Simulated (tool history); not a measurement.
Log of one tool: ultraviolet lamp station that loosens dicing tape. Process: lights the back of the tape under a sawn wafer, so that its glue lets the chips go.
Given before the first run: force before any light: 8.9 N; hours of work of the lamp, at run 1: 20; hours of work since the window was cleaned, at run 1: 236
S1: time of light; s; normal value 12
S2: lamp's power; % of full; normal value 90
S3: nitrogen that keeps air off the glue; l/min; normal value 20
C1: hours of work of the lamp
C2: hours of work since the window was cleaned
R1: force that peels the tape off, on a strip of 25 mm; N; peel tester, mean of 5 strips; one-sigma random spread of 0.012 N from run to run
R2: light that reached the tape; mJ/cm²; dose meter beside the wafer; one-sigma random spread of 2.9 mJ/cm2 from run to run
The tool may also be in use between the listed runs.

{"run": 1, "hour": 0.0, "S1": 12, "S2": 90, "S3": 20, "C1": 20, "C2": 236, "R1": 0.734, "R2": 375}
{"run": 2, "hour": 14.8, "S1": 15, "S2": 90, "S3": 20, "C1": 26, "C2": 242, "R1": 0.441, "R2": 454}
{"run": 3, "hour": 22.0, "S1": 15, "S2": 90, "S3": 20, "C1": 29, "C2": 245, "R1": 0.465, "R2": 462}
{"run": 4, "hour": 31.1, "S1": 15, "S2": 90, "S3": 20, "C1": 33, "C2": 249, "R1": 0.439, "R2": 461}
{"run": 5, "hour": 46.9, "S1": 15, "S2": 90, "S3": 20, "C1": 39, "C2": 255, "R1": 0.435, "R2": 452}
{"run": 6, "hour": 56.3, "S1": 15, "S2": 70, "S3": 20, "C1": 43, "C2": 259, "R1": 0.774, "R2": 357}
{"run": 7, "hour": 65.1, "S1": 15, "S2": 70, "S3": 20, "C1": 46, "C2": 262, "R1": 0.764, "R2": 352}
{"run": 8, "hour": 78.8, "S1": 11, "S2": 62, "S3": 28, "C1": 52, "C2": 268, "R1": 1.411, "R2": 227}
{"run": 9, "hour": 91.3, "S1": 14, "S2": 88, "S3": 20, "C1": 57, "C2": 273, "R1": 0.582, "R2": 413}
{"hour": 97.2, "done": "window cleaned of glue's vapour"}
{"run": 10, "hour": 107.5, "S1": 14, "S2": 90, "S3": 6, "C1": 63, "C2": 4, "R1": 1.068, "R2": 491}
{"run": 11, "hour": 119.1, "S1": 14, "S2": 98, "S3": 7, "C1": 68, "C2": 9, "R1": 0.852, "R2": 528}
{"run": 12, "hour": 130.9, "S1": 14, "S2": 98, "S3": 7, "C1": 73, "C2": 13, "R1": 0.8, "R2": 532}
{"run": 13, "hour": 139.1, "S1": 14, "S2": 98, "S3": 7, "C1": 76, "C2": 17, "R1": 0.798, "R2": 527}
{"run": 14, "hour": 152.9, "S1": 14, "S2": 98, "S3": 7, "C1": 81, "C2": 22, "R1": 0.844, "R2": 528}

Forecast each of these 5 alternatives for the next run:
{"run": "A", "hour": 159.4, "S1": 14, "S2": 79, "S3": 7, "C1": 84, "C2": 25, "R1": "?", "R2": "?"}
{"run": "B", "hour": 159.4, "S1": 6, "S2": 77, "S3": 22, "C1": 84, "C2": 25, "R1": "?", "R2": "?"}
{"run": "C", "hour": 159.4, "S1": 17, "S2": 70, "S3": 25, "C1": 84, "C2": 25, "R1": "?", "R2": "?"}
{"run": "D", "hour": 159.4, "S1": 9, "S2": 96, "S3": 35, "C1": 84, "C2": 25, "R1": "?", "R2": "?"}
{"run": "E", "hour": 159.4, "S1": 16, "S2": 74, "S3": 12, "C1": 84, "C2": 25, "R1": "?", "R2": "?"}

run=A R1=1.189 R2=423
run=B R1=2.367 R2=175
run=C R1=0.4 R2=453
run=D R1=0.606 R2=328
run=E R1=0.745 R2=459
Without the tool's hidden state the same runs would have given:
run=A R1=1.125 R2=436
run=B R1=2.276 R2=181
run=C R1=0.377 R2=468
run=D R1=0.568 R2=338
run=E R1=0.699 R2=473
